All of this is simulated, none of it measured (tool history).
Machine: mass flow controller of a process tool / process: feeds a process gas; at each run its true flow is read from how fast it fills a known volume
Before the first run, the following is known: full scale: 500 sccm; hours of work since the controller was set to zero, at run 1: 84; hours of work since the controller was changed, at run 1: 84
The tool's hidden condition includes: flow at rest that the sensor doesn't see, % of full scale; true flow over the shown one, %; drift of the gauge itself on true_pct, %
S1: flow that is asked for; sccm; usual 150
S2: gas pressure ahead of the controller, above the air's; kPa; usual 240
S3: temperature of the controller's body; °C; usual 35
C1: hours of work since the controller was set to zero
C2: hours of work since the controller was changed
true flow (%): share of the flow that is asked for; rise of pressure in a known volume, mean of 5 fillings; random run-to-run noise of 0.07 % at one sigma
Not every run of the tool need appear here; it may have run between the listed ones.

run 1 hour=0 | S1=150 S2=240 S3=35 | C1=84 C2=84 | true_flow_(%)=98.51
run 2 hour=97.1 | S1=225 S2=240 S3=35 | C1=150 C2=150 | true_flow_(%)=98.66
run 3 hour=199.7 | S1=225 S2=240 S3=35 | C1=220 C2=220 | true_flow_(%)=98.72
run 4 hour=379.4 | S1=150 S2=240 S3=35 | C1=341 C2=341 | true_flow_(%)=98.52
run 5 hour=567.3 | S1=150 S2=240 S3=35 | C1=469 C2=469 | true_flow_(%)=98.43
run 6 hour=675.1 | S1=150 S2=240 S3=35 | C1=542 C2=542 | true_flow_(%)=98.43
run 7 hour=788.7 | S1=150 S2=240 S3=35 | C1=619 C2=619 | true_flow_(%)=98.5
run 8 hour=883.6 | S1=238 S2=240 S3=35 | C1=683 C2=683 | true_flow_(%)=98.61
run 9 hour=1081.6 | S1=238 S2=240 S3=35 | C1=817 C2=817 | true_flow_(%)=98.54
run 10 hour=1309.4 | S1=395 S2=240 S3=35 | C1=972 C2=972 | true_flow_(%)=98.84
run 11 hour=1511.8 | S1=150 S2=240 S3=35 | C1=1109 C2=1109 | true_flow_(%)=98.33
run 12 hour=1690.4 | S1=150 S2=240 S3=35 | C1=1230 C2=1230 | true_flow_(%)=98.41
run 13 hour=1824.6 | S1=150 S2=240 S3=35 | C1=1321 C2=1321 | true_flow_(%)=98.34
run 14 hour=1961.6 | S1=150 S2=240 S3=35 | C1=1413 C2=1413 | true_flow_(%)=98.39
run 15 hour=2089.7 | S1=150 S2=240 S3=35 | C1=1500 C2=1500 | true_flow_(%)=98.32
run 16 hour=2196.2 | S1=150 S2=240 S3=35 | C1=1572 C2=1572 | true_flow_(%)=98.31
run 17 hour=2372 | S1=150 S2=240 S3=35 | C1=1692 C2=1692 | true_flow_(%)=98.19
run 18 hour=2590.6 | S1=150 S2=240 S3=35 | C1=1840 C2=1840 | true_flow_(%)=98.26
run 19 hour=2736.7 | S1=150 S2=240 S3=35 | C1=1939 C2=1939 | true_flow_(%)=98.19
run 20 hour=2966.8 | S1=150 S2=240 S3=35 | C1=2094 C2=2094 | true_flow_(%)=98.17
run 21 hour=3149.9 | S1=496 S2=181 S3=25 | C1=2219 C2=2219 | true_flow_(%)=99.67
run 22 hour=3353 | S1=133 S2=240 S3=29 | C1=2356 C2=2356 | true_flow_(%)=98.46
run 23 hour=3547.6 | S1=244 S2=160 S3=21 | C1=2488 C2=2488 | true_flow_(%)=99.48
run 24 hour=3746.1 | S1=295 S2=156 S3=21 | C1=2623 C2=2623 | true_flow_(%)=99.7
run 25 hour=3871 | S1=55 S2=227 S3=21 | C1=2707 C2=2707 | true_flow_(%)=98.95
run 26 hour=4068.8 | S1=55 S2=227 S3=21 | C1=2841 C2=2841 | true_flow_(%)=98.79
run 27 hour=4210.6 | S1=150 S2=249 S3=30 | C1=2937 C2=2937 | true_flow_(%)=98.3
run 28 hour=4343 | S1=150 S2=249 S3=30 | C1=3027 C2=3027 | true_flow_(%)=98.26
run 29 hour=4552.4 | S1=233 S2=142 S3=39 | C1=3169 C2=3169 | true_flow_(%)=98.48
run 30 hour=4740.4 | S1=233 S2=142 S3=39 | C1=3296 C2=3296 | true_flow_(%)=98.48
run 31 hour=4960.9 | S1=233 S2=142 S3=39 | C1=3446 C2=3446 | true_flow_(%)=98.38
run 32 hour=5155.6 | S1=233 S2=142 S3=39 | C1=3578 C2=3578 | true_flow_(%)=98.44
run 33 hour=5319.7 | S1=279 S2=185 S3=25 | C1=3689 C2=3689 | true_flow_(%)=99.15
-- hour=5446.3 gauge calibrated
run 34 hour=5532.7 | S1=273 S2=152 S3=29 | C1=3833 C2=3833 | true_flow_(%)=99.68
run 35 hour=5722 | S1=162 S2=147 S3=39 | C1=3961 C2=3961 | true_flow_(%)=98.86
run 36 hour=5936.1 | S1=251 S2=252 S3=28 | C1=4106 C2=4106 | true_flow_(%)=99.07
run 37 hour=6094.1 | S1=251 S2=252 S3=28 | C1=4213 C2=4213 | true_flow_(%)=98.93
run 38 hour=6253.4 | S1=129 S2=252 S3=28 | C1=4321 C2=4321 | true_flow_(%)=98.72
run 39 hour=6361 | S1=129 S2=171 S3=21 | C1=4394 C2=4394 | true_flow_(%)=99.59

Hidden condition of the tool, last listed run before each entry between runs versus first listed run after:
Runs 33 to 34: gauge calibrated (hour 5446.3)
  drift of the gauge itself on true_pct, %: -0.61 -> -0.01
  measured value less the no-hidden-state value, true flow (%): -0.61 -> -0.01
